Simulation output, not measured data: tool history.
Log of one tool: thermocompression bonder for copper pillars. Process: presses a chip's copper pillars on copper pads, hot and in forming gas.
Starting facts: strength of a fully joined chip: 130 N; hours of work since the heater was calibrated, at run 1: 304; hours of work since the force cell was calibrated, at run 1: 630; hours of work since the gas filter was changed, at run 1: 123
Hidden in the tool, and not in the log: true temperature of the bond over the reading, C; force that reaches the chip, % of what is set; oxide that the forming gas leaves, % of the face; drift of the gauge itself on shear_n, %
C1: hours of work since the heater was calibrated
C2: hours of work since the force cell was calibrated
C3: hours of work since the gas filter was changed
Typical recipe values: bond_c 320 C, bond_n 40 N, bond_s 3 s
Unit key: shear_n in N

{"run": 1, "day": 0.0, "bond_c": 320, "bond_n": 40, "bond_s": 3, "C1": 304, "C2": 630, "C3": 123, "shear_n": 63.7}
{"run": 2, "day": 1.312, "bond_c": 320, "bond_n": 40, "bond_s": 3, "C1": 326, "C2": 652, "C3": 145, "shear_n": 63.9}
{"run": 3, "day": 2.5, "bond_c": 320, "bond_n": 40, "bond_s": 3, "C1": 346, "C2": 672, "C3": 165, "shear_n": 63.6}
{"run": 4, "day": 3.804, "bond_c": 320, "bond_n": 40, "bond_s": 3, "C1": 368, "C2": 694, "C3": 187, "shear_n": 63.3}
{"run": 5, "day": 5.188, "bond_c": 320, "bond_n": 40, "bond_s": 3, "C1": 391, "C2": 717, "C3": 210, "shear_n": 63.3}
{"run": 6, "day": 6.738, "bond_c": 320, "bond_n": 40, "bond_s": 3, "C1": 417, "C2": 742, "C3": 236, "shear_n": 62.9}
{"run": 7, "day": 7.504, "bond_c": 320, "bond_n": 40, "bond_s": 3, "C1": 429, "C2": 755, "C3": 249, "shear_n": 62.8}
{"run": 8, "day": 8.458, "bond_c": 320, "bond_n": 40, "bond_s": 3, "C1": 445, "C2": 771, "C3": 265, "shear_n": 62.9}
{"day": 8.65, "done": "force cell calibrated"}
{"run": 9, "day": 9.596, "bond_c": 320, "bond_n": 40, "bond_s": 3, "C1": 463, "C2": 16, "C3": 282, "shear_n": 62.1}
{"day": 10.271, "done": "forming gas filter changed"}
{"run": 10, "day": 11.142, "bond_c": 320, "bond_n": 40, "bond_s": 3, "C1": 489, "C2": 41, "C3": 15, "shear_n": 64.7}
{"run": 11, "day": 11.833, "bond_c": 320, "bond_n": 40, "bond_s": 3, "C1": 500, "C2": 53, "C3": 26, "shear_n": 64.4}
{"run": 12, "day": 12.654, "bond_c": 320, "bond_n": 40, "bond_s": 3, "C1": 514, "C2": 66, "C3": 40, "shear_n": 64.3}
{"day": 14.133, "done": "force cell calibrated, once more"}
{"run": 13, "day": 14.2, "bond_c": 320, "bond_n": 40, "bond_s": 3, "C1": 539, "C2": 1, "C3": 64, "shear_n": 66.7}
{"run": 14, "day": 15.592, "bond_c": 319, "bond_n": 46, "bond_s": 9, "C1": 562, "C2": 24, "C3": 88, "shear_n": 95.9}
{"run": 15, "day": 16.575, "bond_c": 320, "bond_n": 40, "bond_s": 7, "C1": 578, "C2": 41, "C3": 104, "shear_n": 85.6}
{"run": 16, "day": 17.529, "bond_c": 308, "bond_n": 53, "bond_s": 6, "C1": 594, "C2": 57, "C3": 120, "shear_n": 83.9}
{"run": 17, "day": 18.838, "bond_c": 320, "bond_n": 40, "bond_s": 2, "C1": 616, "C2": 78, "C3": 142, "shear_n": 57.2}

Expected results for the next run?
{"run": 18, "day": 19.917, "bond_c": 320, "bond_n": 40, "bond_s": 2, "C1": 634, "C2": 96, "C3": 160, "shear_n": "?"}

shear_n: 56.9 N
Minus the tool's unlogged condition, the same run would have read shear_n 56.9 N.
